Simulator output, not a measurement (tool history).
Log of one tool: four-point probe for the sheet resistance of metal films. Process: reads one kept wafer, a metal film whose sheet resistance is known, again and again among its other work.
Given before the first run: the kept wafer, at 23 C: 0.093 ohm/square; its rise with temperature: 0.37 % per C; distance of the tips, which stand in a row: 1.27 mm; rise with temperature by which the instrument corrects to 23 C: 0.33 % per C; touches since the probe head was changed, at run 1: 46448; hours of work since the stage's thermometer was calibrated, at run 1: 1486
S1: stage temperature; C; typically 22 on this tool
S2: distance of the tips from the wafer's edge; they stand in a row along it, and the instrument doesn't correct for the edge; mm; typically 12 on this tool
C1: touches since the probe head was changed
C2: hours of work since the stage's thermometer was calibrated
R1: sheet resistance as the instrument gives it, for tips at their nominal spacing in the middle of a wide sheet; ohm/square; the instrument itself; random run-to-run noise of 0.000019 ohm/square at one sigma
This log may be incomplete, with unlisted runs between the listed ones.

run 1 day=0 | S1=22 S2=12 | C1=46448 C2=1486 | R1=0.093233
run 2 day=0.588 | S1=24 S2=12 | C1=47053 C2=1497 | R1=0.093242
run 3 day=1.421 | S1=27 S2=12 | C1=47911 C2=1511 | R1=0.093367
run 4 day=2.317 | S1=22 S2=12 | C1=48834 C2=1527 | R1=0.09322
run 5 day=3.3 | S1=22 S2=12 | C1=49848 C2=1544 | R1=0.093212
run 6 day=4.2 | S1=22 S2=12 | C1=50774 C2=1559 | R1=0.093171
run 7 day=4.879 | S1=22 S2=58 | C1=51472 C2=1571 | R1=0.092635
run 8 day=6.154 | S1=22 S2=58 | C1=52787 C2=1593 | R1=0.092649
run 9 day=7.012 | S1=24 S2=9 | C1=53669 C2=1608 | R1=0.093652
run 10 day=7.842 | S1=24 S2=9 | C1=54526 C2=1623 | R1=0.093652
run 11 day=8.508 | S1=24 S2=38 | C1=55210 C2=1634 | R1=0.092712
run 12 day=9.754 | S1=24 S2=38 | C1=56495 C2=1656 | R1=0.092744

Run 13 comes next. What will it give?
run 13 day=10.992 | S1=24 S2=38 | C1=57769 C2=1678 | R1=?

Run 13 came out at R1 0.092693 ohm/square.
Without the tool's hidden state the same run would have given R1 0.093084 ohm/square.

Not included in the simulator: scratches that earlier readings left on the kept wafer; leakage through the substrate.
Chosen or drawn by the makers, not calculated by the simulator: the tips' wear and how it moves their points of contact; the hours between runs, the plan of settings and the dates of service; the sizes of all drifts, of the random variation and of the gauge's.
